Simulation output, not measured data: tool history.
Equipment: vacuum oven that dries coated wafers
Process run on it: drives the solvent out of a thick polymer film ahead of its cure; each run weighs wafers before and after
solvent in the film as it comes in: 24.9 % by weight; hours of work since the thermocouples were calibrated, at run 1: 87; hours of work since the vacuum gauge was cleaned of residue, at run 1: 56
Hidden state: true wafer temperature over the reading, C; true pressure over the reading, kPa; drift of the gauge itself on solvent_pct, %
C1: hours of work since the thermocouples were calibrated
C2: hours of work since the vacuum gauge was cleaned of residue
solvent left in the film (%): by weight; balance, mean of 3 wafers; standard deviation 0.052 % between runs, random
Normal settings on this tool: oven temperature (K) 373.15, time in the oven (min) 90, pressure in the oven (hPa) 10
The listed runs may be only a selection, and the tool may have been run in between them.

{"run": 1, "hour": 0.0, "oven temperature (K)": 373.15, "time in the oven (min)": 90, "pressure in the oven (hPa)": 10, "C1": 87, "C2": 56, "solvent left in the film (%)": 2.02}
{"run": 2, "hour": 53.8, "oven temperature (K)": 373.15, "time in the oven (min)": 90, "pressure in the oven (hPa)": 10, "C1": 110, "C2": 79, "solvent left in the film (%)": 2.11}
{"run": 3, "hour": 97.1, "oven temperature (K)": 364.15, "time in the oven (min)": 90, "pressure in the oven (hPa)": 10, "C1": 128, "C2": 97, "solvent left in the film (%)": 4.44}
{"run": 4, "hour": 121.2, "oven temperature (K)": 373.15, "time in the oven (min)": 90, "pressure in the oven (hPa)": 12.5, "C1": 138, "C2": 107, "solvent left in the film (%)": 2.26}
{"run": 5, "hour": 144.4, "oven temperature (K)": 373.15, "time in the oven (min)": 90, "pressure in the oven (hPa)": 10, "C1": 148, "C2": 117, "solvent left in the film (%)": 2.1}
{"run": 6, "hour": 186.7, "oven temperature (K)": 373.15, "time in the oven (min)": 90, "pressure in the oven (hPa)": 10, "C1": 166, "C2": 135, "solvent left in the film (%)": 2.07}
{"run": 7, "hour": 241.4, "oven temperature (K)": 373.15, "time in the oven (min)": 90, "pressure in the oven (hPa)": 10, "C1": 189, "C2": 158, "solvent left in the film (%)": 2.06}
{"run": 8, "hour": 267.7, "oven temperature (K)": 373.15, "time in the oven (min)": 90, "pressure in the oven (hPa)": 10, "C1": 200, "C2": 169, "solvent left in the film (%)": 2.08}
{"run": 9, "hour": 292.7, "oven temperature (K)": 373.15, "time in the oven (min)": 90, "pressure in the oven (hPa)": 10, "C1": 210, "C2": 180, "solvent left in the film (%)": 2.03}
{"run": 10, "hour": 345.4, "oven temperature (K)": 373.15, "time in the oven (min)": 90, "pressure in the oven (hPa)": 10, "C1": 233, "C2": 202, "solvent left in the film (%)": 2.28}
{"run": 11, "hour": 367.8, "oven temperature (K)": 373.15, "time in the oven (min)": 90, "pressure in the oven (hPa)": 31, "C1": 242, "C2": 211, "solvent left in the film (%)": 3.49}
{"run": 12, "hour": 409.6, "oven temperature (K)": 373.15, "time in the oven (min)": 90, "pressure in the oven (hPa)": 31, "C1": 260, "C2": 229, "solvent left in the film (%)": 3.49}
{"run": 13, "hour": 451.4, "oven temperature (K)": 373.15, "time in the oven (min)": 90, "pressure in the oven (hPa)": 25.7, "C1": 277, "C2": 246, "solvent left in the film (%)": 3.13}
{"run": 14, "hour": 503.8, "oven temperature (K)": 373.15, "time in the oven (min)": 90, "pressure in the oven (hPa)": 25.7, "C1": 299, "C2": 268, "solvent left in the film (%)": 3.16}
{"run": 15, "hour": 542.0, "oven temperature (K)": 373.15, "time in the oven (min)": 90, "pressure in the oven (hPa)": 25.7, "C1": 315, "C2": 284, "solvent left in the film (%)": 3.2}
{"run": 16, "hour": 593.2, "oven temperature (K)": 373.15, "time in the oven (min)": 90, "pressure in the oven (hPa)": 10, "C1": 337, "C2": 306, "solvent left in the film (%)": 2.18}
{"run": 17, "hour": 617.9, "oven temperature (K)": 360.15, "time in the oven (min)": 135, "pressure in the oven (hPa)": 10, "C1": 347, "C2": 316, "solvent left in the film (%)": 3.47}
{"run": 18, "hour": 645.1, "oven temperature (K)": 360.15, "time in the oven (min)": 135, "pressure in the oven (hPa)": 10, "C1": 359, "C2": 328, "solvent left in the film (%)": 3.47}
{"run": 19, "hour": 693.7, "oven temperature (K)": 383.15, "time in the oven (min)": 67, "pressure in the oven (hPa)": 22.6, "C1": 379, "C2": 348, "solvent left in the film (%)": 1.92}
{"run": 20, "hour": 727.5, "oven temperature (K)": 383.15, "time in the oven (min)": 67, "pressure in the oven (hPa)": 22.6, "C1": 394, "C2": 363, "solvent left in the film (%)": 1.96}
{"run": 21, "hour": 750.8, "oven temperature (K)": 369.15, "time in the oven (min)": 90, "pressure in the oven (hPa)": 10, "C1": 403, "C2": 372, "solvent left in the film (%)": 3.13}

Run 22, settings as shown, results not yet in. Your forecast:
{"run": 22, "hour": 788.4, "oven temperature (K)": 369.15, "time in the oven (min)": 90, "pressure in the oven (hPa)": 10, "C1": 419, "C2": 388, "solvent left in the film (%)": "?"}

For run 22 the tool returned solvent left in the film (%) 3.09.
Take away the tool's hidden state, keep the run-to-run variation as it was, and the same run would have given solvent left in the film (%) 2.86.
